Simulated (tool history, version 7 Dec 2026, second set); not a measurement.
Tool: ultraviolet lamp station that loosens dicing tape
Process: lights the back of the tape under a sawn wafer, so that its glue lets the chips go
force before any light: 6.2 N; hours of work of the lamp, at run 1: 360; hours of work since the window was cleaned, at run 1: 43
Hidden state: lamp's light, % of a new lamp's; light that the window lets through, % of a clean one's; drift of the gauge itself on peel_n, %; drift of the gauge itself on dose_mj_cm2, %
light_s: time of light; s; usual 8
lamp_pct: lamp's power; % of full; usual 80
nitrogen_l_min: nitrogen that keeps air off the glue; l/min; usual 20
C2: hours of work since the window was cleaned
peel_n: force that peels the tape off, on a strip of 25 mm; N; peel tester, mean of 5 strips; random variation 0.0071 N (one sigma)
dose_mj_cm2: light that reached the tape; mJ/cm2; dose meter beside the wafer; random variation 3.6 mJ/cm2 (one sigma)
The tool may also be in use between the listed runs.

{"run": 1, "hour": 0.0, "light_s": 8, "lamp_pct": 80, "nitrogen_l_min": 20, "hours of work of the lamp": 360, "C2": 43, "peel_n": 0.341, "dose_mj_cm2": 512}
{"run": 2, "hour": 21.0, "light_s": 8, "lamp_pct": 80, "nitrogen_l_min": 20, "hours of work of the lamp": 369, "C2": 52, "peel_n": 0.348, "dose_mj_cm2": 510}
{"run": 3, "hour": 31.5, "light_s": 8, "lamp_pct": 80, "nitrogen_l_min": 20, "hours of work of the lamp": 373, "C2": 56, "peel_n": 0.347, "dose_mj_cm2": 495}
{"run": 4, "hour": 44.1, "light_s": 8, "lamp_pct": 67, "nitrogen_l_min": 20, "hours of work of the lamp": 379, "C2": 62, "peel_n": 0.483, "dose_mj_cm2": 420}
{"run": 5, "hour": 57.3, "light_s": 8, "lamp_pct": 67, "nitrogen_l_min": 20, "hours of work of the lamp": 384, "C2": 67, "peel_n": 0.502, "dose_mj_cm2": 419}
{"run": 6, "hour": 70.3, "light_s": 8, "lamp_pct": 67, "nitrogen_l_min": 20, "hours of work of the lamp": 389, "C2": 73, "peel_n": 0.52, "dose_mj_cm2": 418}
{"run": 7, "hour": 80.9, "light_s": 8, "lamp_pct": 81, "nitrogen_l_min": 20, "hours of work of the lamp": 394, "C2": 77, "peel_n": 0.339, "dose_mj_cm2": 504}
{"run": 8, "hour": 98.1, "light_s": 8, "lamp_pct": 81, "nitrogen_l_min": 20, "hours of work of the lamp": 401, "C2": 84, "peel_n": 0.349, "dose_mj_cm2": 499}
{"run": 9, "hour": 115.9, "light_s": 11, "lamp_pct": 80, "nitrogen_l_min": 20, "hours of work of the lamp": 409, "C2": 92, "peel_n": 0.197, "dose_mj_cm2": 680}
{"run": 10, "hour": 126.2, "light_s": 11, "lamp_pct": 71, "nitrogen_l_min": 20, "hours of work of the lamp": 413, "C2": 96, "peel_n": 0.247, "dose_mj_cm2": 598}
{"run": 11, "hour": 141.6, "light_s": 11, "lamp_pct": 71, "nitrogen_l_min": 20, "hours of work of the lamp": 419, "C2": 103, "peel_n": 0.256, "dose_mj_cm2": 592}
{"run": 12, "hour": 159.1, "light_s": 11, "lamp_pct": 71, "nitrogen_l_min": 20, "hours of work of the lamp": 427, "C2": 110, "peel_n": 0.26, "dose_mj_cm2": 594}
{"run": 13, "hour": 180.0, "light_s": 11, "lamp_pct": 71, "nitrogen_l_min": 20, "hours of work of the lamp": 435, "C2": 119, "peel_n": 0.256, "dose_mj_cm2": 594}
{"run": 14, "hour": 194.6, "light_s": 11, "lamp_pct": 71, "nitrogen_l_min": 20, "hours of work of the lamp": 442, "C2": 125, "peel_n": 0.256, "dose_mj_cm2": 588}
{"run": 15, "hour": 210.4, "light_s": 11, "lamp_pct": 71, "nitrogen_l_min": 20, "hours of work of the lamp": 448, "C2": 131, "peel_n": 0.264, "dose_mj_cm2": 585}
{"run": 16, "hour": 230.2, "light_s": 11, "lamp_pct": 71, "nitrogen_l_min": 20, "hours of work of the lamp": 457, "C2": 140, "peel_n": 0.259, "dose_mj_cm2": 574}
{"run": 17, "hour": 240.0, "light_s": 11, "lamp_pct": 71, "nitrogen_l_min": 20, "hours of work of the lamp": 461, "C2": 144, "peel_n": 0.264, "dose_mj_cm2": 584}
{"run": 18, "hour": 254.3, "light_s": 15, "lamp_pct": 71, "nitrogen_l_min": 7, "hours of work of the lamp": 467, "C2": 150, "peel_n": 0.284, "dose_mj_cm2": 792}
{"run": 19, "hour": 265.7, "light_s": 8, "lamp_pct": 87, "nitrogen_l_min": 29, "hours of work of the lamp": 471, "C2": 155, "peel_n": 0.268, "dose_mj_cm2": 518}
{"run": 20, "hour": 276.2, "light_s": 8, "lamp_pct": 87, "nitrogen_l_min": 29, "hours of work of the lamp": 476, "C2": 159, "peel_n": 0.278, "dose_mj_cm2": 514}
{"run": 21, "hour": 297.1, "light_s": 8, "lamp_pct": 87, "nitrogen_l_min": 29, "hours of work of the lamp": 485, "C2": 168, "peel_n": 0.285, "dose_mj_cm2": 509}
{"run": 22, "hour": 309.0, "light_s": 8, "lamp_pct": 68, "nitrogen_l_min": 19, "hours of work of the lamp": 490, "C2": 173, "peel_n": 0.596, "dose_mj_cm2": 400}
{"run": 23, "hour": 323.5, "light_s": 8, "lamp_pct": 68, "nitrogen_l_min": 19, "hours of work of the lamp": 496, "C2": 179, "peel_n": 0.582, "dose_mj_cm2": 393}
{"run": 24, "hour": 336.2, "light_s": 10, "lamp_pct": 70, "nitrogen_l_min": 9, "hours of work of the lamp": 501, "C2": 184, "peel_n": 0.607, "dose_mj_cm2": 504}
{"run": 25, "hour": 357.1, "light_s": 10, "lamp_pct": 89, "nitrogen_l_min": 10, "hours of work of the lamp": 510, "C2": 193, "peel_n": 0.334, "dose_mj_cm2": 636}
{"run": 26, "hour": 369.9, "light_s": 9, "lamp_pct": 65, "nitrogen_l_min": 36, "hours of work of the lamp": 515, "C2": 198, "peel_n": 0.36, "dose_mj_cm2": 416}
{"run": 27, "hour": 379.7, "light_s": 8, "lamp_pct": 96, "nitrogen_l_min": 13, "hours of work of the lamp": 519, "C2": 202, "peel_n": 0.4, "dose_mj_cm2": 546}
{"run": 28, "hour": 396.1, "light_s": 8, "lamp_pct": 95, "nitrogen_l_min": 16, "hours of work of the lamp": 526, "C2": 209, "peel_n": 0.35, "dose_mj_cm2": 541}
{"run": 29, "hour": 414.2, "light_s": 6, "lamp_pct": 63, "nitrogen_l_min": 30, "hours of work of the lamp": 534, "C2": 217, "peel_n": 0.967, "dose_mj_cm2": 266}
{"run": 30, "hour": 435.6, "light_s": 6, "lamp_pct": 63, "nitrogen_l_min": 30, "hours of work of the lamp": 543, "C2": 226, "peel_n": 0.97, "dose_mj_cm2": 263}
{"run": 31, "hour": 445.3, "light_s": 5, "lamp_pct": 80, "nitrogen_l_min": 25, "hours of work of the lamp": 547, "C2": 230, "peel_n": 0.973, "dose_mj_cm2": 282}

Some steps in peel_n between neighbouring runs. How much of each would the tool show without its hidden state too (settings, what came in, random variation), and how much is left for the hidden state, with any gauge scatter that isn't in both results?
Run 21 -> 22: lamp_pct 87 -> 68, nitrogen_l_min 29 -> 19. peel_n +0.311 N: hidden state +0.143, all else +0.168.
Run 24 -> 25: lamp_pct 70 -> 89, nitrogen_l_min 9 -> 10. peel_n -0.273 N: hidden state -0.115, all else -0.158.
Run 28 -> 29: light_s 8 -> 6, lamp_pct 95 -> 63, nitrogen_l_min 16 -> 30. peel_n +0.617 N: hidden state +0.247, all else +0.370.
